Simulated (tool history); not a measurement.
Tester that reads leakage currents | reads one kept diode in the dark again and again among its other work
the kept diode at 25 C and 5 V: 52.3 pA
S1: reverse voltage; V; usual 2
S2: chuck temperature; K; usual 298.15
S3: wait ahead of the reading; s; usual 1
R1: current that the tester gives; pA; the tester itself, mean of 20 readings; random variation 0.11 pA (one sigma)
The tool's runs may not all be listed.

Run 1, hour 0: usual settings. Result: R1 31.97 pA.
Run 2, hour 87.6: usual settings but S1 1.49 V. Result: R1 26.82 pA.
Run 3, hour 219.3: usual settings but S1 1.49 V. Result: R1 27.08 pA.
Run 4, hour 312.8: usual settings but S1 1.49 V. Result: R1 26.83 pA.
Run 5, hour 462.1: usual settings. Result: R1 32.33 pA.
Run 6, hour 604.9: usual settings but S3 3.64 s. Result: R1 31.81 pA.
Run 7, hour 688.3: usual settings. Result: R1 32.31 pA.
Run 8, hour 814.3: usual settings but S2 324.15 K. Result: R1 177.03 pA.
Run 9, hour 923.3: usual settings but S1 1.29 V, S2 299.15 K. Result: R1 26.39 pA.
Run 10, hour 1050.6: usual settings but S1 1.29 V, S2 299.15 K. Result: R1 26.48 pA.
Run 11, hour 1191.5: usual settings but S1 1.29 V, S2 299.15 K. Result: R1 26.65 pA.
Run 12, hour 1275.1: usual settings but S1 2.85 V, S2 306.15 K, S3 1.04 s. Result: R1 68.55 pA.
Run 13, hour 1415.7: usual settings but S1 2.85 V, S2 306.15 K, S3 1.04 s. Result: R1 68.87 pA.
Run 14, hour 1494.5: usual settings but S2 312.15 K, S3 3.01 s. Result: R1 81.93 pA.
Run 15, hour 1558.6: usual settings but S1 2.77 V, S2 301.15 K, S3 5.16 s. Result: R1 47.75 pA.

5 ways to go on from here, each from the tool as it stands after run 15. What would each give?
Run A, hour 1625.2: usual settings but S1 12.51 V, S2 325.15 K, S3 0.78 s. Result: R1 ?.
Run B, hour 1625.2: usual settings but S1 13.3 V, S2 294.15 K, S3 2.63 s. Result: R1 ?.
Run C, hour 1625.2: usual settings but S1 19.05 V, S2 300.15 K, S3 4.72 s. Result: R1 ?.
Run D, hour 1625.2: usual settings but S1 14.67 V, S2 329.15 K, S3 0.88 s. Result: R1 ?.
Run E, hour 1625.2: usual settings but S1 1.26 V, S3 1.43 s. Result: R1 ?.

run      R1
  A  549.98
  B   84.28
  C  151.98
  D  773.36
  E   24.29
Without the tool's hidden state the same runs would have given:
run      R1
  A  555.14
  B   70.33
  C  133.34
  D  783.62
  E   23.75
